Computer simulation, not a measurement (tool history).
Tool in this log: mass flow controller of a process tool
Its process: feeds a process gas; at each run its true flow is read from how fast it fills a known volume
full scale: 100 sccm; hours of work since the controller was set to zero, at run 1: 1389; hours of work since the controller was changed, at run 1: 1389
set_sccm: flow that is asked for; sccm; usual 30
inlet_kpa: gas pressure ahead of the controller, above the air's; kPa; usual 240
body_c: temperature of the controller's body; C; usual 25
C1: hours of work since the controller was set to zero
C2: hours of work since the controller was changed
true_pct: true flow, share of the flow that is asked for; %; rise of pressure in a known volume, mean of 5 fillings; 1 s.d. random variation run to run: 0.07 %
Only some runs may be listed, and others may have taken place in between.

Run 1, hour 0.0: usual settings; C1 1389; C2 1389. Result: true_pct 97.56 %.
Run 2, hour 36.7: usual settings; C1 1413; C2 1413. Result: true_pct 97.56 %.
Run 3, hour 89.8: usual settings; C1 1449; C2 1449. Result: true_pct 97.72 %.
Run 4, hour 152.2: usual settings; C1 1490; C2 1490. Result: true_pct 97.67 %.
Run 5, hour 198.8: usual settings but set_sccm 31 sccm; C1 1521; C2 1521. Result: true_pct 97.63 %.
Run 6, hour 270.3: usual settings; C1 1568; C2 1568. Result: true_pct 97.69 %.
Run 7, hour 334.4: usual settings; C1 1610; C2 1610. Result: true_pct 97.61 %.
Run 8, hour 378.5: usual settings but body_c 37 C; C1 1639; C2 1639. Result: true_pct 97.85 %.
Run 9, hour 435.0: usual settings but body_c 37 C; C1 1677; C2 1677. Result: true_pct 97.83 %.
Run 10, hour 492.1: usual settings but set_sccm 26 sccm, body_c 37 C; C1 1714; C2 1714. Result: true_pct 97.76 %.
Run 11, hour 543.8: usual settings but set_sccm 26 sccm, body_c 37 C; C1 1749; C2 1749. Result: true_pct 97.79 %.
Run 12, hour 575.9: usual settings but inlet_kpa 210 kPa; C1 1770; C2 1770. Result: true_pct 97.80 %.
Run 13, hour 625.5: usual settings but inlet_kpa 210 kPa; C1 1803; C2 1803. Result: true_pct 97.88 %.
Run 14, hour 675.9: usual settings but inlet_kpa 176 kPa, body_c 28 C; C1 1836; C2 1836. Result: true_pct 98.13 %.
Run 15, hour 736.1: usual settings but set_sccm 47 sccm; C1 1876; C2 1876. Result: true_pct 98.41 %.
Run 16, hour 790.4: usual settings but set_sccm 70 sccm, body_c 27 C; C1 1911; C2 1911. Result: true_pct 99.18 %.
Run 17, hour 827.5: usual settings but set_sccm 70 sccm, body_c 27 C; C1 1936; C2 1936. Result: true_pct 99.25 %.
Run 18, hour 887.4: usual settings but set_sccm 28 sccm, inlet_kpa 195 kPa, body_c 27 C; C1 1976; C2 1976. Result: true_pct 97.88 %.
Run 19, hour 960.4: usual settings but set_sccm 11 sccm, inlet_kpa 156 kPa; C1 2024; C2 2024. Result: true_pct 96.59 %.
Run 20, hour 1016.0: usual settings but set_sccm 11 sccm, inlet_kpa 156 kPa; C1 2060; C2 2060. Result: true_pct 96.49 %.
Run 21, hour 1093.3: usual settings but set_sccm 11 sccm, inlet_kpa 156 kPa; C1 2112; C2 2112. Result: true_pct 96.44 %.
Run 22, hour 1130.7: usual settings but set_sccm 75 sccm, inlet_kpa 200 kPa; C1 2136; C2 2136. Result: true_pct 99.78 %.
Run 23, hour 1202.2: usual settings but set_sccm 75 sccm, inlet_kpa 200 kPa; C1 2184; C2 2184. Result: true_pct 99.57 %.
Run 24, hour 1237.5: usual settings but set_sccm 75 sccm, inlet_kpa 200 kPa; C1 2207; C2 2207. Result: true_pct 99.61 %.
Run 25, hour 1299.9: usual settings but inlet_kpa 204 kPa; C1 2248; C2 2248. Result: true_pct 97.81 %.
Run 26, hour 1336.7: usual settings but inlet_kpa 204 kPa; C1 2272; C2 2272. Result: true_pct 97.76 %.

Forecast each of these 4 alternatives for the next run:
Run A, hour 1409.2: usual settings but inlet_kpa 164 kPa; C1 2320; C2 2320. Result: true_pct ?.
Run B, hour 1409.2: usual settings but body_c 33 C; C1 2320; C2 2320. Result: true_pct ?.
Run C, hour 1409.2: usual settings but set_sccm 64 sccm, inlet_kpa 211 kPa, body_c 34 C; C1 2320; C2 2320. Result: true_pct ?.
Run D, hour 1409.2: usual settings but set_sccm 49 sccm, inlet_kpa 145 kPa, body_c 23 C; C1 2320; C2 2320. Result: true_pct ?.

run  true_pct
  A     98.05
  B     97.82
  C     99.40
  D     98.93
Take away the tool's hidden state, keep each run's random variation, and the runs would have read:
run  true_pct
  A     98.06
  B     97.83
  C     99.06
  D     98.69
